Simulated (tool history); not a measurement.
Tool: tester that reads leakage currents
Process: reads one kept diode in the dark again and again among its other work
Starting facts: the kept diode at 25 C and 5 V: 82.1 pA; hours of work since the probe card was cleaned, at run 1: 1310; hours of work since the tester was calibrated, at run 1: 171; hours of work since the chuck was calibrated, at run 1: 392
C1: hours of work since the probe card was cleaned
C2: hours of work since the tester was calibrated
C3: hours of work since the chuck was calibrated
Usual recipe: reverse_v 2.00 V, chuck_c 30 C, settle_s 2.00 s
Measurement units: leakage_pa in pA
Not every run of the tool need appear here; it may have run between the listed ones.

run 1 hour=0.0 | reverse_v=2.00 chuck_c=30 settle_s=2.00 | C1=1310 C2=171 C3=392 | leakage_pa=78.03
run 2 hour=63.8 | reverse_v=2.00 chuck_c=30 settle_s=2.00 | C1=1359 C2=221 C3=441 | leakage_pa=77.70
run 3 hour=130.9 | reverse_v=2.00 chuck_c=30 settle_s=2.00 | C1=1411 C2=272 C3=493 | leakage_pa=77.30
run 4 hour=198.5 | reverse_v=2.00 chuck_c=30 settle_s=2.10 | C1=1463 C2=325 C3=545 | leakage_pa=76.65
run 5 hour=264.2 | reverse_v=2.00 chuck_c=30 settle_s=2.00 | C1=1514 C2=375 C3=596 | leakage_pa=75.78
run 6 hour=293.8 | reverse_v=2.00 chuck_c=33 settle_s=2.00 | C1=1537 C2=398 C3=619 | leakage_pa=95.58
run 7 hour=357.1 | reverse_v=2.00 chuck_c=33 settle_s=2.00 | C1=1586 C2=447 C3=668 | leakage_pa=95.28
run 8 hour=419.3 | reverse_v=2.00 chuck_c=33 settle_s=2.00 | C1=1634 C2=495 C3=716 | leakage_pa=94.31
run 9 hour=472.1 | reverse_v=2.00 chuck_c=56 settle_s=2.00 | C1=1675 C2=536 C3=757 | leakage_pa=484.41
run 10 hour=500.3 | reverse_v=2.00 chuck_c=56 settle_s=2.00 | C1=1696 C2=558 C3=778 | leakage_pa=485.58
run 11 hour=532.3 | reverse_v=2.00 chuck_c=56 settle_s=2.00 | C1=1721 C2=583 C3=803 | leakage_pa=482.05
run 12 hour=584.0 | reverse_v=2.00 chuck_c=56 settle_s=2.00 | C1=1761 C2=622 C3=843 | leakage_pa=480.27
run 13 hour=643.1 | reverse_v=3.34 chuck_c=30 settle_s=2.00 | C1=1807 C2=668 C3=889 | leakage_pa=94.50
-- hour=667.8 chuck's temperature calibrated
run 14 hour=702.4 | reverse_v=13.36 chuck_c=30 settle_s=2.00 | C1=1851 C2=712 C3=27 | leakage_pa=198.39
run 15 hour=734.4 | reverse_v=5.99 chuck_c=30 settle_s=2.00 | C1=1876 C2=737 C3=51 | leakage_pa=134.62
run 16 hour=773.4 | reverse_v=5.99 chuck_c=30 settle_s=1.83 | C1=1906 C2=767 C3=82 | leakage_pa=133.80
run 17 hour=803.8 | reverse_v=2.00 chuck_c=59 settle_s=2.00 | C1=1929 C2=791 C3=105 | leakage_pa=614.59
run 18 hour=840.2 | reverse_v=2.00 chuck_c=59 settle_s=2.00 | C1=1957 C2=819 C3=133 | leakage_pa=611.88
run 19 hour=872.9 | reverse_v=2.00 chuck_c=22 settle_s=1.47 | C1=1983 C2=844 C3=158 | leakage_pa=42.02
run 20 hour=941.6 | reverse_v=2.00 chuck_c=52 settle_s=2.00 | C1=2036 C2=897 C3=212 | leakage_pa=383.15
run 21 hour=999.8 | reverse_v=1.21 chuck_c=29 settle_s=9.77 | C1=2081 C2=942 C3=257 | leakage_pa=56.53
-- hour=1004.7 tester calibrated
run 22 hour=1057.9 | reverse_v=2.00 chuck_c=51 settle_s=8.88 | C1=2124 C2=41 C3=300 | leakage_pa=354.71
run 23 hour=1113.9 | reverse_v=10.99 chuck_c=52 settle_s=2.00 | C1=2167 C2=84 C3=343 | leakage_pa=842.61

What will run 24 give?
run 24 hour=1155.3 | reverse_v=10.99 chuck_c=52 settle_s=2.00 | C1=2199 C2=116 C3=375 | leakage_pa=?

{"run 24": {"leakage_pa": 842.92}}
Were there no unlogged condition in the tool, this run, its random variation unchanged, would have produced leakage_pa 880.27 pA.

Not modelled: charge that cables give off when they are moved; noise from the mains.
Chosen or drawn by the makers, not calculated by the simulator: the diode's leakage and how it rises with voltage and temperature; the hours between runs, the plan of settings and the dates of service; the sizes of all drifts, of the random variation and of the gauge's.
